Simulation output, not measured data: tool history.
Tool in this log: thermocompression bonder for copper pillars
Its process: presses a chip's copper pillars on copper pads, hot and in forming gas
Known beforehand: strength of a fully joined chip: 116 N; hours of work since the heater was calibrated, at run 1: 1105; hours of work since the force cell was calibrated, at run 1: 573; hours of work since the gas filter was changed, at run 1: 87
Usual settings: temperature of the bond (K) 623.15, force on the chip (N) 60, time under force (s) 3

run,hour,temperature of the bond (K),force on the chip (N),time under force (s),hours of work since the heater was calibrated,hours of work since the force cell was calibrated,hours of work since the gas filter was changed,force that shears a chip off (N)
1,0,623.15,60,3,1105,573,87,71.2
# hour 53.9: forming gas filter changed
2,63.1,623.15,38,3,1149,617,7,52.9
3,125.8,623.15,60,3,1193,662,51,71.2
4,200.8,623.15,60,3,1247,715,104,71
# hour 227.4: forming gas filter changed
5,260.3,652.15,60,3,1289,757,23,81.8
6,309,652.15,60,3,1323,791,58,81.4
7,348.5,623.15,60,3,1351,819,86,70.6
8,398.3,623.15,60,3,1386,854,121,70.8
# hour 403.4: forming gas filter changed
# hour 460: heater calibrated with a thermocouple chip
9,460,623.15,60,3,0,897,39,70.8
10,510.6,623.15,60,3,36,932,75,70.9
# hour 560.5: force cell calibrated
11,569.6,623.15,60,3,77,6,115,70.8
# hour 584.6: forming gas filter changed
12,621.8,627.15,55,4,113,43,26,74.8

Predict the results of run 13:
13,665.2,641.15,55,5,144,74,57,?

{"run 13": {"force that shears a chip off (N)": 84.3}}
With no hidden state in the tool, this same run would have given force that shears a chip off (N) 85.
